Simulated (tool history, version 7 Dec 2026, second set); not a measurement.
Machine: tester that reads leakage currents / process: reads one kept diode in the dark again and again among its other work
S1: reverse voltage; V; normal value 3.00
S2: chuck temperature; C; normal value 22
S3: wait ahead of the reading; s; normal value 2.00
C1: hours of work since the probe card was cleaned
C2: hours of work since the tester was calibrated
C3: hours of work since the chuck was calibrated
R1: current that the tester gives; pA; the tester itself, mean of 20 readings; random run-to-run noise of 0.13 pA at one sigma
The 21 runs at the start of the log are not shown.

{"run": 22, "hour": 2599.0, "S1": 2.33, "S2": 36, "S3": 2.0, "C1": 940, "C2": 1343, "C3": 1409, "R1": 107.44}
{"run": 23, "hour": 2675.7, "S1": 2.33, "S2": 36, "S3": 2.0, "C1": 972, "C2": 1375, "C3": 1441, "R1": 108.34}
{"run": 24, "hour": 2755.5, "S1": 7.59, "S2": 30, "S3": 2.0, "C1": 1004, "C2": 1407, "C3": 1473, "R1": 115.97}
{"hour": 2861.5, "done": "chuck's temperature calibrated"}
{"run": 25, "hour": 2862.5, "S1": 7.59, "S2": 30, "S3": 2.94, "C1": 1047, "C2": 1451, "C3": 0, "R1": 115.05}
{"run": 26, "hour": 3010.8, "S1": 3.94, "S2": 30, "S3": 1.28, "C1": 1108, "C2": 1511, "C3": 61, "R1": 85.51}
{"run": 27, "hour": 3147.1, "S1": 3.94, "S2": 30, "S3": 1.28, "C1": 1164, "C2": 1567, "C3": 117, "R1": 85.91}
{"run": 28, "hour": 3309.5, "S1": 1.41, "S2": 41, "S3": 4.55, "C1": 1231, "C2": 1634, "C3": 184, "R1": 125.26}
{"run": 29, "hour": 3377.6, "S1": 9.24, "S2": 26, "S3": 2.61, "C1": 1259, "C2": 1662, "C3": 212, "R1": 91.52}
{"run": 30, "hour": 3458.3, "S1": 19.82, "S2": 26, "S3": 6.59, "C1": 1292, "C2": 1695, "C3": 245, "R1": 127.66}
{"run": 31, "hour": 3533.6, "S1": 15.86, "S2": 22, "S3": 6.59, "C1": 1323, "C2": 1726, "C3": 276, "R1": 83.38}
{"run": 32, "hour": 3651.2, "S1": 5.56, "S2": 22, "S3": 6.59, "C1": 1371, "C2": 1774, "C3": 324, "R1": 51.86}
{"run": 33, "hour": 3765.7, "S1": 3.48, "S2": 22, "S3": 2.27, "C1": 1418, "C2": 1821, "C3": 371, "R1": 42.33}
{"run": 34, "hour": 3872.6, "S1": 3.0, "S2": 22, "S3": 1.3, "C1": 1462, "C2": 1865, "C3": 415, "R1": 39.85}
{"run": 35, "hour": 3969.1, "S1": 3.0, "S2": 22, "S3": 1.3, "C1": 1501, "C2": 1904, "C3": 454, "R1": 39.7}
{"run": 36, "hour": 4055.3, "S1": 3.0, "S2": 22, "S3": 0.87, "C1": 1537, "C2": 1940, "C3": 490, "R1": 40.25}
{"run": 37, "hour": 4138.8, "S1": 3.0, "S2": 22, "S3": 0.87, "C1": 1571, "C2": 1974, "C3": 524, "R1": 40.11}
{"run": 38, "hour": 4293.6, "S1": 3.0, "S2": 22, "S3": 0.87, "C1": 1634, "C2": 2037, "C3": 587, "R1": 40.01}
{"run": 39, "hour": 4367.1, "S1": 14.34, "S2": 29, "S3": 2.0, "C1": 1664, "C2": 2068, "C3": 617, "R1": 143.06}
{"run": 40, "hour": 4467.3, "S1": 3.0, "S2": 28, "S3": 2.0, "C1": 1706, "C2": 2109, "C3": 658, "R1": 64.77}

Each row is a separate what-if for the run after 40, all from the same tool condition, not one after another. Results?
{"run": "A", "hour": 4609.5, "S1": 8.55, "S2": 29, "S3": 2.66, "C1": 1764, "C2": 2167, "C3": 717, "R1": "?"}
{"run": "B", "hour": 4609.5, "S1": 2.19, "S2": 27, "S3": 0.78, "C1": 1764, "C2": 2167, "C3": 717, "R1": "?"}
{"run": "C", "hour": 4609.5, "S1": 15.42, "S2": 23, "S3": 2.0, "C1": 1764, "C2": 2167, "C3": 717, "R1": "?"}

run=A R1=112.16
run=B R1=52.46
run=C R1=91.10
With the hidden condition removed and each run's random variation left untouched, the same runs would have given:
run=A R1=112.12
run=B R1=52.45
run=C R1=91.02
